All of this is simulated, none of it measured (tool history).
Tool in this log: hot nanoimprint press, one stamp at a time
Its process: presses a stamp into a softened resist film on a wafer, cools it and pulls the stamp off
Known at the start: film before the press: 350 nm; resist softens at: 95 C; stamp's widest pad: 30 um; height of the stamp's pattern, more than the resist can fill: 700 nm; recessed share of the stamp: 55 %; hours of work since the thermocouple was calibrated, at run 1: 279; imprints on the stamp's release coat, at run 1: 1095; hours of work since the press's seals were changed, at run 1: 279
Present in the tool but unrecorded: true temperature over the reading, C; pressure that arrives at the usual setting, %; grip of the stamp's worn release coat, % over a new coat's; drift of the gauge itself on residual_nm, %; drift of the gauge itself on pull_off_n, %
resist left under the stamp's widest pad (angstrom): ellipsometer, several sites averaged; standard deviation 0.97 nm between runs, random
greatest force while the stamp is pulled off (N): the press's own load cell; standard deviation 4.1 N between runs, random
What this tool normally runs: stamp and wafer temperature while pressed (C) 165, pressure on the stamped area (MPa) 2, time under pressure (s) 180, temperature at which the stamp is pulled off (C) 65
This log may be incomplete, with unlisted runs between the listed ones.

run     day  stamp and wafer temperature while pressed (C)  pressure on the stamped area (MPa)  time under pressure (s)  temperature at which the stamp is pulled off (C)  hours of work since the thermocouple was calibrated  imprints on the stamp's release coat  hours of work since the press's seals were changed  resist left under the stamp's widest pad (angstrom)  greatest force while the stamp is pulled off (N)
  1       0                                            165                                   2                      180                                                65                                                  279                                  1095                                                 279                                                 1458                                               250
  2   0.829                                            166                                   2                      180                                                65                                                  294                                  1147                                                 294                                                 1381                                               254
  3   1.375                                            166                                   2                      180                                                65                                                  304                                  1181                                                 304                                                 1410                                               262
      1.646  -- plate thermocouple calibrated
  4   2.212                                            166                                   2                      180                                                65                                                   10                                  1225                                                 317                                                 1339                                               244
  5   2.667                                            166                                   2                      180                                                65                                                   19                                  1253                                                 326                                                 1327                                               247
  6   3.567                                            166                                   2                      180                                                65                                                   35                                  1309                                                 342                                                 1331                                               249
  7   4.246                                            171                                   2                      180                                                65                                                   48                                  1351                                                 355                                                 1089                                               261
  8   4.704                                            171                                   2                      180                                                65                                                   56                                  1379                                                 363                                                 1104                                               258
  9   5.258                                            165                                   2                      294                                                65                                                   67                                  1414                                                 373                                                 1172                                               261
 10   5.975                                            165                                3.06                      180                                                65                                                   80                                  1458                                                 387                                                 1100                                               258
 11   6.521                                            157                                2.32                      237                                                65                                                   90                                  1492                                                 397                                                 1677                                               265
 12   7.429                                            157                                2.32                      237                                                65                                                  107                                  1549                                                 413                                                 1685                                               257
 13   8.071                                            157                                2.32                      237                                                65                                                  119                                  1588                                                 425                                                 1686                                               268
 14   8.992                                            157                                2.32                      121                                                51                                                  136                                  1645                                                 442                                                 2094                                               341
 15   9.404                                            168                                 1.5                      159                                                51                                                  143                                  1671                                                 450                                                 1530                                               339
 16  10.142                                            163                                2.92                      153                                                68                                                  157                                  1717                                                 463                                                 1357                                               256

Across each entry between runs, compare the hidden state at the last listed run before it with the hidden state at the first listed run after it:
Runs 3 to 4: plate thermocouple calibrated (day 1.646)
  true temperature over the reading, C: -1.03 -> -0.02; pressure that arrives at the usual setting, %: 99.14 -> 99.11; grip of the stamp's worn release coat, % over a new coat's: 24.2 -> 25.2
  measured value less the no-hidden-state value, resist left under the stamp's widest pad (angstrom): +66 -> +8; greatest force while the stamp is pulled off (N): +55 -> +50
